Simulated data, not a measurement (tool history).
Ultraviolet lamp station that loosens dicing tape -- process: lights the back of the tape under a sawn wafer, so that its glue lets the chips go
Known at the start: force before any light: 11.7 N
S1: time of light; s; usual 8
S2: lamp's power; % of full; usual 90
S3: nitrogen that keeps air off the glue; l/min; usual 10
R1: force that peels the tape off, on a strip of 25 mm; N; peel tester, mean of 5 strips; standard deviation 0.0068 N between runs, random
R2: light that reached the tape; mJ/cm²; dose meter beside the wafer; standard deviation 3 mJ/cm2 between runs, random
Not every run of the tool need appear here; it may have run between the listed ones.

run	day	S1	S2	S3	R1	R2
1	0.000	8	90	10	0.336	390
# day 0.221: window cleaned of glue's vapour
2	3.225	8	90	10	0.280	408
3	6.783	8	90	10	0.309	397
4	9.879	8	90	10	0.353	384
5	12.650	8	90	10	0.391	374
# day 13.304: window cleaned of glue's vapour
6	14.692	8	90	10	0.306	399
7	17.388	8	90	3	1.118	387
8	20.696	8	90	3	1.204	372
9	22.138	8	90	3	1.274	368
10	25.167	8	90	4	1.104	356
# day 26.225: window cleaned of glue's vapour
11	28.567	8	90	4	0.946	378
12	30.717	8	90	10	0.385	368
13	33.029	9	90	10	0.305	406
14	36.096	8	74	10	0.772	288
15	38.138	7	90	10	0.698	295
# day 39.158: window cleaned of glue's vapour
16	41.288	8	73	19	0.431	295
17	44.850	15	73	19	0.088	531
18	47.712	7	90	6	1.156	298
19	50.017	11	69	5	0.915	349
# day 52.217: window cleaned of glue's vapour
20	53.229	11	69	5	0.788	369
21	55.775	11	69	5	0.854	358
22	58.446	11	86	11	0.211	442
23	61.108	9	99	6	0.545	400
24	62.979	9	99	6	0.569	390
# day 65.129: window cleaned of glue's vapour
25	65.800	9	99	6	0.479	414
26	68.029	8	100	3	1.291	365
27	69.671	8	100	3	1.349	356
28	71.717	8	100	3	1.430	347

Each row is a separate what-if for the run after 28, all from the same tool condition, not one after another. Results?
A	73.800	8	100	14	?	?
B	73.800	8	85	20	?	?
C	73.800	8	61	12	?	?
D	73.800	14	66	10	?	?
E	73.800	4	100	15	?	?

run	R1	R2
A	0.363	340
B	0.426	285
C	1.488	204
D	0.316	391
E	1.822	169
With the hidden condition removed and each run's random variation left untouched, the same runs would have given:
run	R1	R2
A	0.123	488
B	0.150	411
C	0.632	295
D	0.107	563
E	0.846	243
